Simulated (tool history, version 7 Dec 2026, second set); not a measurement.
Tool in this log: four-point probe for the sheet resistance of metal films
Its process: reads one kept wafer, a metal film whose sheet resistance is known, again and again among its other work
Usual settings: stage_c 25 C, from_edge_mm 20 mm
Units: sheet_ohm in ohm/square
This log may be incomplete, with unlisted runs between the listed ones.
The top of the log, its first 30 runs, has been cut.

| run | day | stage_c | from_edge_mm | sheet_ohm |
|---|---|---|---|---|
| 31 | 66.725 | 23 | 10 | 0.451431 |
| 32 | 69.654 | 30 | 21 | 0.454607 |
| 33 | 72.45 | 30 | 21 | 0.454548 |
| 34 | 75.204 | 25 | 3 | 0.458458 |
| 35 | 76.504 | 19 | 44 | 0.448538 |
| 36 | 77.992 | 19 | 44 | 0.448633 |
| 37 | 80.579 | 19 | 27 | 0.448652 |
| 38 | 83.042 | 19 | 27 | 0.448626 |
| 39 | 84.933 | 19 | 27 | 0.448548 |
| 40 | 86.592 | 23 | 6 | 0.452133 |
| 41 | 88.812 | 34 | 41 | 0.456126 |
| 42 | 91.892 | 28 | 73 | 0.452988 |

Consider 4 possible next runs. They are alternatives, not a sequence: every one starts from the tool as it was left by run 42. What does each give?
| A | 94.954 | 25 | 14 | ? |
| B | 94.954 | 25 | 44 | ? |
| C | 94.954 | 22 | 3 | ? |
| D | 94.954 | 28 | 21 | ? |

| run | sheet_ohm |
|---|---|
| A | 0.451713 |
| B | 0.451449 |
| C | 0.456302 |
| D | 0.453121 |
Without the tool's unlogged condition, the same runs would have read:
| run | sheet_ohm |
|---|---|
| A | 0.457557 |
| B | 0.45729 |
| C | 0.462194 |
| D | 0.458987 |
